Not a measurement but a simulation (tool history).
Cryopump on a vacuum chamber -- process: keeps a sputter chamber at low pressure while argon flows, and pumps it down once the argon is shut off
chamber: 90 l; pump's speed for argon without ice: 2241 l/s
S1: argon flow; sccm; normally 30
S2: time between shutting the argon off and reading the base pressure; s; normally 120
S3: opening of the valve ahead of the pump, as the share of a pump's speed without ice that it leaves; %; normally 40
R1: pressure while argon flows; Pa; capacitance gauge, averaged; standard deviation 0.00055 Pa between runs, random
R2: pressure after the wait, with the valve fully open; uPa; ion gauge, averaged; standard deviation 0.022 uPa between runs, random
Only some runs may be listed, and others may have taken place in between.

run	day	S1	S2	S3	R1	R2
1	0	30	120	40	0.0578	1.03
2	1.712	17	120	40	0.032	1.05
3	3.812	30	120	40	0.0578	0.99
4	4.875	30	120	40	0.0593	1.06
5	6.842	30	120	40	0.059	1.05
6	8.762	30	120	40	0.059	1.09
7	9.671	30	120	40	0.0587	1.09
8	11.417	30	120	40	0.0597	1.14
9	13.608	30	120	40	0.0599	1.17
10	15.746	30	120	40	0.0602	1.16
11	17.696	30	120	40	0.0605	1.25
12	19.579	30	120	40	0.061	1.26
13	21.712	30	120	40	0.0629	1.27
14	23.333	22	67	33	0.0558	1.6
15	25.446	22	67	33	0.055	1.58
16	26.958	30	41	37	0.0689	2.15
17	29.079	53	50	28	0.158	1.9
18	30.746	19	22	23	0.0674	3.14
19	32.879	37	99	19	0.1612	1.5
20	33.812	40	99	19	0.1721	1.52
21	35.608	30	34	40	0.068	2.54
# day 36.408: pump warmed up, emptied and cooled again
22	36.971	21	93	20	0.0798	1.23
23	37.904	31	65	20	0.119	1.51
24	39.788	59	120	17	0.2633	1.15
25	40.821	22	185	44	0.038	1.05
26	42.721	22	67	23	0.0742	1.44

Forecast each of these 5 alternatives for the next run:
A	44.758	22	67	21	?	?
B	44.758	22	67	29	?	?
C	44.758	18	287	31	?	?
D	44.758	41	67	50	?	?
E	44.758	16	67	23	?	?

run	R1	R2
A	0.0799	1.5
B	0.0582	1.56
C	0.0448	1.04
D	0.0639	1.52
E	0.0541	1.53
Had the tool no hidden state, the same runs would have come out as:
run	R1	R2
A	0.0783	0.81
B	0.0567	0.85
C	0.0435	0.34
D	0.061	0.83
E	0.0529	0.83

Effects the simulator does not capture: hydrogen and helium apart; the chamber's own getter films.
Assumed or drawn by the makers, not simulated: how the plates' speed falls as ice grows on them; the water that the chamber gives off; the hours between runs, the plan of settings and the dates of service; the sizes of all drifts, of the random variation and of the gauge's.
